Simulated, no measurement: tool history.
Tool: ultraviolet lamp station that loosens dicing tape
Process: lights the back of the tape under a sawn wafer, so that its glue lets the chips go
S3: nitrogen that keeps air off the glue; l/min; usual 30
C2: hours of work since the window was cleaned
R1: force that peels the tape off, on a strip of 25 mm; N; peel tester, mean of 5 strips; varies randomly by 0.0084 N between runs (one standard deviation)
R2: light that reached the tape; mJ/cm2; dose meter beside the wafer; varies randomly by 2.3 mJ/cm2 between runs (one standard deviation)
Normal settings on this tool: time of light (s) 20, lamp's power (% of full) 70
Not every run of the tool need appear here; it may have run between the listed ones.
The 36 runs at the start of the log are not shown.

Run 37, hour 469.0: usual settings but time of light (s) 17, S3 44 l/min; hours of work of the lamp 568; C2 46. Result: R1 0.497 N, R2 161 mJ/cm2.
Run 38, hour 478.3: usual settings but time of light (s) 17, S3 44 l/min; hours of work of the lamp 575; C2 53. Result: R1 0.498 N, R2 160 mJ/cm2.
Run 39, hour 490.9: usual settings but time of light (s) 26, S3 16 l/min; hours of work of the lamp 584; C2 61. Result: R1 0.403 N, R2 241 mJ/cm2.
Run 40, hour 502.3: usual settings but time of light (s) 26, S3 16 l/min; hours of work of the lamp 591; C2 69. Result: R1 0.407 N, R2 245 mJ/cm2.
Run 41, hour 514.5: usual settings but time of light (s) 26, S3 16 l/min; hours of work of the lamp 600; C2 78. Result: R1 0.409 N, R2 240 mJ/cm2.
Run 42, hour 532.3: usual settings but time of light (s) 22, S3 16 l/min; hours of work of the lamp 612; C2 90. Result: R1 0.610 N, R2 204 mJ/cm2.
Run 43, hour 549.4: usual settings but time of light (s) 22, S3 16 l/min; hours of work of the lamp 624; C2 102. Result: R1 0.649 N, R2 201 mJ/cm2.
Run 44, hour 566.2: usual settings but time of light (s) 34, lamp's power (% of full) 87, S3 28 l/min; hours of work of the lamp 636; C2 114. Result: R1 0.124 N, R2 384 mJ/cm2.

Below are 3 alternative next runs, each starting from the tool's condition after run 44. Predict each:
Run A, hour 575.6: usual settings but time of light (s) 34, lamp's power (% of full) 61, S3 28 l/min; hours of work of the lamp 642; C2 120. Result: R1 ?, R2 ?.
Run B, hour 575.6: usual settings but time of light (s) 14, lamp's power (% of full) 83, S3 19 l/min; hours of work of the lamp 642; C2 120. Result: R1 ?, R2 ?.
Run C, hour 575.6: usual settings but time of light (s) 14, lamp's power (% of full) 87, S3 48 l/min; hours of work of the lamp 642; C2 120. Result: R1 ?, R2 ?.

run     R1   R2
  A  0.205  269
  B  1.023  151
  C  0.462  158
With no hidden state in the tool, these same runs would have given:
run     R1   R2
  A  0.157  310
  B  0.756  174
  C  0.325  182
